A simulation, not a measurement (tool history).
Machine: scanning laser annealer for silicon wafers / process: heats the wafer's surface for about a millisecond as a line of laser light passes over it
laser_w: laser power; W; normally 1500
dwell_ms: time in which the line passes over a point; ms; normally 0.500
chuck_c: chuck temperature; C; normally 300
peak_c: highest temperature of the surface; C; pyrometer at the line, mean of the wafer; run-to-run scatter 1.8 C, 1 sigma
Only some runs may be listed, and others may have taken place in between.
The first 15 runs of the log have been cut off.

run	hour	laser_w	dwell_ms	chuck_c	hours of work since the window was cleaned	hours of work since the power meter was calibrated	hours of work since the optics were aligned	peak_c
16	916.3	1500	0.396	300	320	1409	751	937
17	971.4	1500	0.500	300	343	1432	773	1014
18	1027.9	1500	0.391	300	366	1455	797	930
19	1099.6	1500	0.500	300	396	1485	826	1012
20	1161.3	1548	0.500	300	421	1510	851	1038
21	1245.9	1522	0.500	302	456	1545	886	1026
22	1313.8	1334	0.403	289	484	1573	914	840
23	1348.5	1334	0.403	289	498	1587	928	839
24	1418.1	1462	0.403	340	527	1616	957	951
25	1478.1	1500	0.409	327	551	1640	982	964
26	1563.1	1552	0.421	312	586	1675	1017	983
27	1644.8	1552	0.421	312	620	1709	1050	981
28	1713.9	1552	0.476	312	648	1737	1079	1023
29	1794.5	1552	0.476	312	681	1770	1112	1022
30	1840.1	1610	0.460	299	700	1789	1131	1025
31	1902.9	1610	0.460	299	726	1815	1156	1023
32	1961.2	1636	0.452	310	750	1839	1180	1043
33	2014.5	1583	0.374	307	772	1861	1202	946
# hour 2049.1: window over the wafer cleaned
34	2054.8	1500	0.517	305	2	1877	1218	1039
35	2136.6	1607	0.457	300	36	1910	1252	1052
36	2172.9	1607	0.457	300	51	1925	1267	1052
37	2230.2	1500	0.596	273	74	1949	1290	1063
38	2293.3	1552	0.500	312	100	1975	1316	1065
39	2330.1	1500	0.385	309	116	1990	1331	940
40	2401.7	1500	0.385	309	145	2019	1361	941

What if the next run were any one of these 5? Each begins from the tool's condition after run 40:
A	2459.0	1500	0.500	307	169	2043	1384	?
B	2459.0	1500	0.447	269	169	2043	1384	?
C	2459.0	1500	0.549	293	169	2043	1384	?
D	2459.0	1500	0.590	280	169	2043	1384	?
E	2459.0	1373	0.385	309	169	2043	1384	?

run	peak_c
A	1027
B	946
C	1045
D	1060
E	873
Had the tool no hidden state, the same runs would have come out as:
run	peak_c
A	1052
B	970
C	1071
D	1087
E	893

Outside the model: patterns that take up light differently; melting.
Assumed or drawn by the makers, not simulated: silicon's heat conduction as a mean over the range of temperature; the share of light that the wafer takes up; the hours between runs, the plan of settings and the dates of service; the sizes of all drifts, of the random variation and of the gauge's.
